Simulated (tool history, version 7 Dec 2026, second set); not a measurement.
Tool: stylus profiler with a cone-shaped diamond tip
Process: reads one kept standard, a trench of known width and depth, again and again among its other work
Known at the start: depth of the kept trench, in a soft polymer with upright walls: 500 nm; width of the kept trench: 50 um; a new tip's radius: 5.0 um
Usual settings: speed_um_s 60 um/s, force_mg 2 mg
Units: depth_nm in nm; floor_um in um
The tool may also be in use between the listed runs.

| run | hour | speed_um_s | force_mg | depth_nm | floor_um |
|---|---|---|---|---|---|
| 1 | 0 | 60 | 2 | 503.41 | 45.22 |
| 2 | 11.8 | 60 | 2 | 503.84 | 45.24 |
| 3 | 26.2 | 60 | 2 | 503.89 | 45.22 |
| 4 | 40.1 | 60 | 2 | 503.66 | 45.25 |
| 5 | 66 | 60 | 2 | 503.84 | 45.26 |
| 6 | 77.2 | 60 | 1.62 | 503.2 | 45.14 |
| 7 | 93.1 | 60 | 1.62 | 503.36 | 45.18 |
| 8 | 105.9 | 60 | 1.62 | 503.35 | 45.12 |
| 9 | 117.3 | 60 | 1.62 | 503.29 | 45.17 |
| 10 | 135.1 | 60 | 1.62 | 503.41 | 45.13 |
| 11 | 161.7 | 60 | 1.62 | 503.61 | 45.13 |
| 12 | 185.2 | 30 | 2 | 504.14 | 45.3 |
| 13 | 199.1 | 30 | 2 | 503.67 | 45.29 |
| 14 | 223.4 | 30 | 2 | 504.05 | 45.35 |
| 15 | 236 | 30 | 2 | 504.05 | 45.34 |
| 16 | 260.5 | 30 | 2 | 503.82 | 45.33 |
| 17 | 276.3 | 21 | 1.27 | 502.94 | 45.31 |

Forecast run 18:
| 18 | 296.9 | 60 | 3.57 | ? | ? |

{"run 18": {"depth_nm": 505.59, "floor_um": 45.18}}
Without the tool's hidden state the same run would have given depth_nm 505.34 nm, floor_um 45.39 um.

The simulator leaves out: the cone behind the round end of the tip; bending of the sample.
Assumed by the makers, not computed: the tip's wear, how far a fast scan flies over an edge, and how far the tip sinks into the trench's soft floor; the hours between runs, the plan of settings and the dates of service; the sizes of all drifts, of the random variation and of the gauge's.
